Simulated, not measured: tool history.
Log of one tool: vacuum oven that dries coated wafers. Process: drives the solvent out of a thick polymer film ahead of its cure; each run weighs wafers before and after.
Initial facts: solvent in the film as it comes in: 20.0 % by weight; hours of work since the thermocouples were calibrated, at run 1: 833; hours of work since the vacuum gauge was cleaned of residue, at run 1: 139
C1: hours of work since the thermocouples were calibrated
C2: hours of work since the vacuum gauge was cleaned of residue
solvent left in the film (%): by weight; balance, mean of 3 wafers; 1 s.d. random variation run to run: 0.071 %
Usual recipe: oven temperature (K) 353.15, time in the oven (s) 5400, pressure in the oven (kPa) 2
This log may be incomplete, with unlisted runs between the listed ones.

Run 1, hour 0: usual settings; C1 833; C2 139. Result: solvent left in the film (%) 4.44.
Run 2, hour 12.2: usual settings; C1 839; C2 145. Result: solvent left in the film (%) 4.44.
Run 3, hour 28.3: usual settings; C1 846; C2 152. Result: solvent left in the film (%) 4.37.
Run 4, hour 48.7: usual settings; C1 856; C2 162. Result: solvent left in the film (%) 4.45.
Run 5, hour 63.4: usual settings; C1 862; C2 169. Result: solvent left in the film (%) 4.41.
Run 6, hour 77.2: usual settings; C1 869; C2 175. Result: solvent left in the film (%) 4.46.
Run 7, hour 91.6: usual settings; C1 876; C2 182. Result: solvent left in the film (%) 4.4.
Run 8, hour 101.9: usual settings; C1 880; C2 187. Result: solvent left in the film (%) 4.52.
Run 9, hour 110.5: usual settings; C1 884; C2 191. Result: solvent left in the film (%) 4.5.
Run 10, hour 121.4: usual settings; C1 889; C2 196. Result: solvent left in the film (%) 4.42.
Run 11, hour 141.2: usual settings; C1 899; C2 205. Result: solvent left in the film (%) 4.39.
Run 12, hour 160.2: usual settings; C1 907; C2 214. Result: solvent left in the film (%) 4.4.
Run 13, hour 177.3: usual settings; C1 915; C2 222. Result: solvent left in the film (%) 4.41.
Run 14, hour 195.3: usual settings; C1 924; C2 230. Result: solvent left in the film (%) 4.44.
Run 15, hour 206.9: usual settings; C1 929; C2 235. Result: solvent left in the film (%) 4.31.
Run 16, hour 221.3: usual settings; C1 936; C2 242. Result: solvent left in the film (%) 4.39.
Run 17, hour 239.7: usual settings; C1 944; C2 251. Result: solvent left in the film (%) 4.33.
Run 18, hour 256.2: usual settings; C1 952; C2 258. Result: solvent left in the film (%) 4.49.
Run 19, hour 271.1: usual settings but time in the oven (s) 4080; C1 959; C2 265. Result: solvent left in the film (%) 6.15.
Run 20, hour 285.6: usual settings but oven temperature (K) 365.15, pressure in the oven (kPa) 2.1; C1 966; C2 272. Result: solvent left in the film (%) 0.97.
Run 21, hour 306.8: usual settings but oven temperature (K) 365.15, pressure in the oven (kPa) 2.1; C1 975; C2 282. Result: solvent left in the film (%) 1.06.
Run 22, hour 328: usual settings but oven temperature (K) 365.15, pressure in the oven (kPa) 2.1; C1 985; C2 291. Result: solvent left in the film (%) 1.09.
Run 23, hour 337.1: usual settings but pressure in the oven (kPa) 6.22; C1 989; C2 296. Result: solvent left in the film (%) 5.36.
Run 24, hour 347.1: usual settings but oven temperature (K) 358.15, time in the oven (s) 5760; C1 994; C2 300. Result: solvent left in the film (%) 2.39.
At hour 350.4: vacuum gauge cleaned of residue and calibrated.
Run 25, hour 361.7: usual settings but oven temperature (K) 355.15, pressure in the oven (kPa) 2.16; C1 1000; C2 5. Result: solvent left in the film (%) 3.67.
Run 26, hour 377.7: usual settings but oven temperature (K) 355.15, pressure in the oven (kPa) 2.16; C1 1008; C2 13. Result: solvent left in the film (%) 3.56.
Run 27, hour 388: usual settings but oven temperature (K) 366.15; C1 1012; C2 17. Result: solvent left in the film (%) 0.98.
Run 28, hour 398.9: usual settings but oven temperature (K) 365.15, time in the oven (s) 8160, pressure in the oven (kPa) 7.34; C1 1017; C2 23. Result: solvent left in the film (%) 1.51.
Run 29, hour 415.4: usual settings but oven temperature (K) 365.15, time in the oven (s) 8160, pressure in the oven (kPa) 7.34; C1 1025; C2 30. Result: solvent left in the film (%) 1.5.
Run 30, hour 434.8: usual settings but oven temperature (K) 349.15, time in the oven (s) 8100, pressure in the oven (kPa) 1.09; C1 1034; C2 39. Result: solvent left in the film (%) 3.56.
Run 31, hour 443.8: usual settings but oven temperature (K) 349.15, time in the oven (s) 8100, pressure in the oven (kPa) 1.09; C1 1038; C2 43. Result: solvent left in the film (%) 3.48.
Run 32, hour 460.3: usual settings but oven temperature (K) 358.15; C1 1046; C2 51. Result: solvent left in the film (%) 2.71.
At hour 471.7: vacuum gauge cleaned of residue and calibrated, once more.
Run 33, hour 477.2: usual settings but time in the oven (s) 8100; C1 1053; C2 3. Result: solvent left in the film (%) 2.34.
Run 34, hour 498.2: usual settings but oven temperature (K) 352.15, time in the oven (s) 9600, pressure in the oven (kPa) 2.69; C1 1063; C2 12. Result: solvent left in the film (%) 2.28.
Run 35, hour 517.3: usual settings but oven temperature (K) 352.15, time in the oven (s) 9600, pressure in the oven (kPa) 2.69; C1 1072; C2 21. Result: solvent left in the film (%) 2.17.
Run 36, hour 536.1: usual settings but oven temperature (K) 352.15, time in the oven (s) 9600, pressure in the oven (kPa) 2.69; C1 1080; C2 30. Result: solvent left in the film (%) 2.29.
Run 37, hour 554.7: usual settings but oven temperature (K) 352.15, time in the oven (s) 9600, pressure in the oven (kPa) 1.13; C1 1089; C2 39. Result: solvent left in the film (%) 1.76.
Run 38, hour 567.6: usual settings but oven temperature (K) 350.15; C1 1095; C2 44. Result: solvent left in the film (%) 5.56.

Selected run-to-run steps in solvent left in the film (%), each split into two signed amounts: the part the tool would show with no hidden state at all (from settings, incoming material and random variation), and the remainder, which goes to the hidden state together with any gauge scatter not common to the measured and the hidden-state-free results:
What the log doesn't record here: true wafer temperature over the reading, C; true pressure over the reading, kPa; drift of the gauge itself on solvent_pct, %.
Run 19 -> 20: oven temperature (K) 353.15 -> 365.15, time in the oven (s) 4080 -> 5400, pressure in the oven (kPa) 2 -> 2.1. solvent left in the film (%) -5.18: hidden state +0.38, all else -5.56.
Run 22 -> 23: oven temperature (K) 365.15 -> 353.15, pressure in the oven (kPa) 2.1 -> 6.22. solvent left in the film (%) +4.27: hidden state -0.38, all else +4.65.
Run 29 -> 30: oven temperature (K) 365.15 -> 349.15, time in the oven (s) 8160 -> 8100, pressure in the oven (kPa) 7.34 -> 1.09. solvent left in the film (%) +2.06: hidden state -0.44, all else +2.5.
Run 37 -> 38: oven temperature (K) 352.15 -> 350.15, time in the oven (s) 9600 -> 5400, pressure in the oven (kPa) 1.13 -> 2. solvent left in the film (%) +3.8: hidden state -0.26, all else +4.06.
